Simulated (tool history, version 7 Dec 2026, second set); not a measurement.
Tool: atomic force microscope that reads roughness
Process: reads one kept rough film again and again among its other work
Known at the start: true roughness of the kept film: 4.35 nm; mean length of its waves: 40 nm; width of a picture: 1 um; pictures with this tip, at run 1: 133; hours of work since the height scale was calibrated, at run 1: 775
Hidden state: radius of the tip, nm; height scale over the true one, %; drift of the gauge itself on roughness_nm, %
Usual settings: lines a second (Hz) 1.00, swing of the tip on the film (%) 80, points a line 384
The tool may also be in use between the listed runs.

| run | hour | lines a second (Hz) | swing of the tip on the film (%) | points a line | pictures with this tip | hours of work since the height scale was calibrated | roughness of the kept film (nm (root mean square)) |
|---|---|---|---|---|---|---|---|
| 1 | 0.0 | 1.00 | 80 | 384 | 133 | 775 | 3.640 |
| 2 | 73.7 | 1.00 | 80 | 384 | 212 | 823 | 3.477 |
| 3 | 150.5 | 1.00 | 80 | 368 | 294 | 873 | 3.397 |
| 4 | 206.2 | 1.00 | 70 | 384 | 353 | 910 | 3.431 |
|  | 219.8 | new tip fitted |
| 5 | 265.3 | 1.00 | 70 | 384 | 49 | 948 | 3.851 |
| 6 | 325.1 | 1.00 | 70 | 384 | 112 | 987 | 3.735 |
| 7 | 362.3 | 1.00 | 80 | 384 | 152 | 1011 | 3.562 |
| 8 | 422.8 | 1.32 | 80 | 384 | 216 | 1051 | 3.376 |
| 9 | 493.8 | 1.32 | 80 | 286 | 292 | 1097 | 3.260 |
|  | 561.4 | new tip fitted |
| 10 | 561.4 | 1.32 | 73 | 286 | 0 | 1141 | 3.829 |
| 11 | 636.7 | 1.00 | 80 | 450 | 80 | 1191 | 3.651 |
| 12 | 696.4 | 3.12 | 80 | 384 | 144 | 1230 | 3.027 |
| 13 | 761.1 | 3.12 | 90 | 384 | 212 | 1272 | 2.598 |
| 14 | 825.5 | 3.12 | 90 | 384 | 281 | 1314 | 2.503 |
| 15 | 872.8 | 1.00 | 80 | 384 | 332 | 1345 | 3.325 |
|  | 893.1 | height scale calibrated on a step standard |
|  | 904.3 | new tip fitted |
| 16 | 948.8 | 1.00 | 63 | 384 | 47 | 36 | 3.850 |
| 17 | 1018.5 | 2.19 | 80 | 384 | 121 | 82 | 3.200 |
| 18 | 1060.4 | 1.00 | 73 | 408 | 166 | 109 | 3.556 |
| 19 | 1135.7 | 0.99 | 80 | 384 | 246 | 158 | 3.374 |
| 20 | 1191.1 | 0.99 | 80 | 384 | 305 | 195 | 3.293 |
|  | 1249.1 | new tip fitted |
| 21 | 1270.4 | 0.99 | 80 | 384 | 22 | 246 | 3.707 |
| 22 | 1336.6 | 0.99 | 61 | 434 | 93 | 289 | 3.852 |
| 23 | 1404.3 | 3.93 | 61 | 404 | 165 | 334 | 3.423 |
| 24 | 1448.4 | 2.66 | 82 | 268 | 212 | 363 | 2.917 |
| 25 | 1482.7 | 2.66 | 74 | 302 | 248 | 385 | 3.119 |
| 26 | 1520.0 | 2.66 | 87 | 651 | 288 | 409 | 2.702 |
| 27 | 1580.7 | 2.66 | 87 | 651 | 353 | 449 | 2.655 |
|  | 1591.8 | new tip fitted |
| 28 | 1640.7 | 2.77 | 72 | 651 | 52 | 488 | 3.435 |
| 29 | 1697.9 | 0.65 | 55 | 384 | 113 | 525 | 3.840 |
| 30 | 1731.5 | 0.65 | 55 | 384 | 149 | 547 | 3.834 |

5 ways to go on from here, each from the tool as it stands after run 30. What would each give?
| A | 1772.7 | 0.65 | 55 | 306 | 193 | 574 | ? |
| B | 1772.7 | 2.58 | 55 | 384 | 193 | 574 | ? |
| C | 1772.7 | 0.96 | 68 | 378 | 193 | 574 | ? |
| D | 1772.7 | 1.00 | 80 | 611 | 193 | 574 | ? |
| E | 1772.7 | 0.65 | 72 | 307 | 193 | 574 | ? |

| run | roughness of the kept film (nm (root mean square)) |
|---|---|
| A | 3.761 |
| B | 3.586 |
| C | 3.635 |
| D | 3.498 |
| E | 3.633 |
Without the tool's hidden state the same runs would have given:
| run | roughness of the kept film (nm (root mean square)) |
|---|---|
| A | 4.052 |
| B | 3.863 |
| C | 3.915 |
| D | 3.768 |
| E | 3.913 |
